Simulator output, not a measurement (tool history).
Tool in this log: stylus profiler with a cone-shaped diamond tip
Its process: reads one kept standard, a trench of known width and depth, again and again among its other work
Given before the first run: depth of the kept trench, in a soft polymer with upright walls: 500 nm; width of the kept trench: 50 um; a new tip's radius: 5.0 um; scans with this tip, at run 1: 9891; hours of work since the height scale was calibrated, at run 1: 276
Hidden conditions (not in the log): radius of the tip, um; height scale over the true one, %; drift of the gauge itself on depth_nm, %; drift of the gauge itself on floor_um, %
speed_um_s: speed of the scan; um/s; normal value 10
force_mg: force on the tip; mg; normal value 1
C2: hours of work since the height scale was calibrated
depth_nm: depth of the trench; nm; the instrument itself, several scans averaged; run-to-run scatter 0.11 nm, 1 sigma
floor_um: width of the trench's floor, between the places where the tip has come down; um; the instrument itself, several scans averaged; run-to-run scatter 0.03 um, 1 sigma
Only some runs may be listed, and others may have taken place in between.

{"run": 1, "hour": 0.0, "speed_um_s": 10, "force_mg": 1, "scans with this tip": 9891, "C2": 276, "depth_nm": 502.16, "floor_um": 42.65}
{"run": 2, "hour": 27.6, "speed_um_s": 10, "force_mg": 1, "scans with this tip": 10013, "C2": 294, "depth_nm": 501.87, "floor_um": 42.65}
{"run": 3, "hour": 62.9, "speed_um_s": 10, "force_mg": 1, "scans with this tip": 10168, "C2": 318, "depth_nm": 502.42, "floor_um": 42.61}
{"run": 4, "hour": 102.6, "speed_um_s": 10, "force_mg": 1, "scans with this tip": 10343, "C2": 344, "depth_nm": 502.22, "floor_um": 42.57}
{"run": 5, "hour": 143.3, "speed_um_s": 10, "force_mg": 1, "scans with this tip": 10522, "C2": 371, "depth_nm": 502.25, "floor_um": 42.56}
{"run": 6, "hour": 190.1, "speed_um_s": 6, "force_mg": 1, "scans with this tip": 10728, "C2": 402, "depth_nm": 501.95, "floor_um": 42.55}
{"run": 7, "hour": 239.7, "speed_um_s": 10, "force_mg": 1, "scans with this tip": 10947, "C2": 435, "depth_nm": 502.37, "floor_um": 42.43}
{"run": 8, "hour": 282.6, "speed_um_s": 10, "force_mg": 2.93, "scans with this tip": 11135, "C2": 463, "depth_nm": 504.19, "floor_um": 42.38}
{"run": 9, "hour": 310.1, "speed_um_s": 19, "force_mg": 1, "scans with this tip": 11256, "C2": 481, "depth_nm": 502.4, "floor_um": 42.28}
{"run": 10, "hour": 371.8, "speed_um_s": 35, "force_mg": 1, "scans with this tip": 11528, "C2": 522, "depth_nm": 502.43, "floor_um": 42.06}
{"run": 11, "hour": 409.7, "speed_um_s": 35, "force_mg": 1, "scans with this tip": 11695, "C2": 547, "depth_nm": 502.29, "floor_um": 42.02}
{"run": 12, "hour": 473.0, "speed_um_s": 10, "force_mg": 0.98, "scans with this tip": 11973, "C2": 589, "depth_nm": 502.44, "floor_um": 42.26}
{"run": 13, "hour": 533.5, "speed_um_s": 10, "force_mg": 0.98, "scans with this tip": 12240, "C2": 629, "depth_nm": 502.27, "floor_um": 42.17}
{"run": 14, "hour": 587.0, "speed_um_s": 4, "force_mg": 1, "scans with this tip": 12475, "C2": 665, "depth_nm": 502.46, "floor_um": 42.18}
{"run": 15, "hour": 637.5, "speed_um_s": 4, "force_mg": 1, "scans with this tip": 12698, "C2": 698, "depth_nm": 502.37, "floor_um": 42.15}
{"run": 16, "hour": 690.3, "speed_um_s": 4, "force_mg": 1, "scans with this tip": 12930, "C2": 733, "depth_nm": 502.35, "floor_um": 42.06}
{"run": 17, "hour": 747.4, "speed_um_s": 4, "force_mg": 1, "scans with this tip": 13182, "C2": 771, "depth_nm": 502.52, "floor_um": 42.01}
{"run": 18, "hour": 795.2, "speed_um_s": 4, "force_mg": 1, "scans with this tip": 13392, "C2": 802, "depth_nm": 502.49, "floor_um": 42.05}
{"run": 19, "hour": 841.8, "speed_um_s": 10, "force_mg": 1, "scans with this tip": 13597, "C2": 833, "depth_nm": 502.48, "floor_um": 41.91}
{"run": 20, "hour": 901.6, "speed_um_s": 10, "force_mg": 1, "scans with this tip": 13860, "C2": 873, "depth_nm": 502.75, "floor_um": 41.81}
{"run": 21, "hour": 951.8, "speed_um_s": 10, "force_mg": 1, "scans with this tip": 14082, "C2": 906, "depth_nm": 502.6, "floor_um": 41.82}
{"run": 22, "hour": 996.2, "speed_um_s": 10, "force_mg": 1, "scans with this tip": 14277, "C2": 935, "depth_nm": 502.71, "floor_um": 41.8}
{"run": 23, "hour": 1037.1, "speed_um_s": 10, "force_mg": 0.42, "scans with this tip": 14457, "C2": 962, "depth_nm": 501.81, "floor_um": 41.65}
{"run": 24, "hour": 1083.4, "speed_um_s": 13, "force_mg": 0.97, "scans with this tip": 14661, "C2": 993, "depth_nm": 502.63, "floor_um": 41.69}
{"run": 25, "hour": 1143.0, "speed_um_s": 4, "force_mg": 2.77, "scans with this tip": 14923, "C2": 1033, "depth_nm": 504.57, "floor_um": 41.66}
{"run": 26, "hour": 1185.4, "speed_um_s": 4, "force_mg": 1.3, "scans with this tip": 15110, "C2": 1061, "depth_nm": 503.19, "floor_um": 41.66}
{"hour": 1193.0, "done": "new tip fitted, height scale calibrated"}
{"run": 27, "hour": 1248.2, "speed_um_s": 20, "force_mg": 2.64, "scans with this tip": 244, "C2": 37, "depth_nm": 503.4, "floor_um": 45.43}
{"run": 28, "hour": 1311.8, "speed_um_s": 9, "force_mg": 0.34, "scans with this tip": 524, "C2": 79, "depth_nm": 501.07, "floor_um": 45.31}
{"run": 29, "hour": 1374.0, "speed_um_s": 4, "force_mg": 0.51, "scans with this tip": 797, "C2": 120, "depth_nm": 501.3, "floor_um": 45.23}
{"run": 30, "hour": 1410.9, "speed_um_s": 6, "force_mg": 2.83, "scans with this tip": 960, "C2": 144, "depth_nm": 504.02, "floor_um": 45.24}
{"run": 31, "hour": 1442.4, "speed_um_s": 28, "force_mg": 0.41, "scans with this tip": 1098, "C2": 165, "depth_nm": 501.26, "floor_um": 44.85}
{"run": 32, "hour": 1503.3, "speed_um_s": 17, "force_mg": 0.4, "scans with this tip": 1367, "C2": 205, "depth_nm": 501.37, "floor_um": 44.89}
{"run": 33, "hour": 1550.9, "speed_um_s": 17, "force_mg": 0.99, "scans with this tip": 1576, "C2": 237, "depth_nm": 502.21, "floor_um": 44.88}
{"run": 34, "hour": 1597.2, "speed_um_s": 32, "force_mg": 2.81, "scans with this tip": 1780, "C2": 268, "depth_nm": 504.09, "floor_um": 44.89}
{"run": 35, "hour": 1631.1, "speed_um_s": 32, "force_mg": 2.81, "scans with this tip": 1929, "C2": 290, "depth_nm": 504.05, "floor_um": 44.78}
{"run": 36, "hour": 1684.6, "speed_um_s": 12, "force_mg": 1.13, "scans with this tip": 2165, "C2": 325, "depth_nm": 502.22, "floor_um": 44.78}
{"run": 37, "hour": 1715.7, "speed_um_s": 12, "force_mg": 1.13, "scans with this tip": 2302, "C2": 346, "depth_nm": 502.41, "floor_um": 44.71}
{"run": 38, "hour": 1752.9, "speed_um_s": 12, "force_mg": 1.13, "scans with this tip": 2465, "C2": 371, "depth_nm": 502.45, "floor_um": 44.68}
{"run": 39, "hour": 1815.5, "speed_um_s": 9, "force_mg": 1.13, "scans with this tip": 2741, "C2": 412, "depth_nm": 502.47, "floor_um": 44.61}
{"run": 40, "hour": 1856.3, "speed_um_s": 11, "force_mg": 0.47, "scans with this tip": 2921, "C2": 439, "depth_nm": 502, "floor_um": 44.57}
{"run": 41, "hour": 1883.2, "speed_um_s": 24, "force_mg": 0.42, "scans with this tip": 3039, "C2": 457, "depth_nm": 501.52, "floor_um": 44.26}
{"run": 42, "hour": 1943.4, "speed_um_s": 30, "force_mg": 1, "scans with this tip": 3304, "C2": 497, "depth_nm": 502.27, "floor_um": 44.28}
{"run": 43, "hour": 1978.5, "speed_um_s": 6, "force_mg": 1, "scans with this tip": 3459, "C2": 520, "depth_nm": 502.51, "floor_um": 44.42}
{"run": 44, "hour": 2015.8, "speed_um_s": 6, "force_mg": 1, "scans with this tip": 3623, "C2": 545, "depth_nm": 502.42, "floor_um": 44.33}
{"run": 45, "hour": 2060.9, "speed_um_s": 6, "force_mg": 1, "scans with this tip": 3821, "C2": 574, "depth_nm": 502.61, "floor_um": 44.31}
{"run": 46, "hour": 2097.6, "speed_um_s": 6, "force_mg": 1, "scans with this tip": 3983, "C2": 599, "depth_nm": 502.55, "floor_um": 44.24}

5 options for the next run, each taken on its own from the tool as it stands now. Forecast them:
{"run": "A", "hour": 2147.7, "speed_um_s": 9, "force_mg": 1.18, "scans with this tip": 4204, "C2": 632, "depth_nm": "?", "floor_um": "?"}
{"run": "B", "hour": 2147.7, "speed_um_s": 6, "force_mg": 0.56, "scans with this tip": 4204, "C2": 632, "depth_nm": "?", "floor_um": "?"}
{"run": "C", "hour": 2147.7, "speed_um_s": 7, "force_mg": 0.73, "scans with this tip": 4204, "C2": 632, "depth_nm": "?", "floor_um": "?"}
{"run": "D", "hour": 2147.7, "speed_um_s": 3, "force_mg": 0.57, "scans with this tip": 4204, "C2": 632, "depth_nm": "?", "floor_um": "?"}
{"run": "E", "hour": 2147.7, "speed_um_s": 6, "force_mg": 1.69, "scans with this tip": 4204, "C2": 632, "depth_nm": "?", "floor_um": "?"}

run=A depth_nm=502.9 floor_um=44.17
run=B depth_nm=501.9 floor_um=44.18
run=C depth_nm=502.32 floor_um=44.24
run=D depth_nm=501.86 floor_um=44.28
run=E depth_nm=503.24 floor_um=44.2
Had the tool no hidden state, the same runs would have come out as:
run=A depth_nm=502.17 floor_um=45.55
run=B depth_nm=501.17 floor_um=45.56
run=C depth_nm=501.59 floor_um=45.61
run=D depth_nm=501.13 floor_um=45.66
run=E depth_nm=502.51 floor_um=45.58

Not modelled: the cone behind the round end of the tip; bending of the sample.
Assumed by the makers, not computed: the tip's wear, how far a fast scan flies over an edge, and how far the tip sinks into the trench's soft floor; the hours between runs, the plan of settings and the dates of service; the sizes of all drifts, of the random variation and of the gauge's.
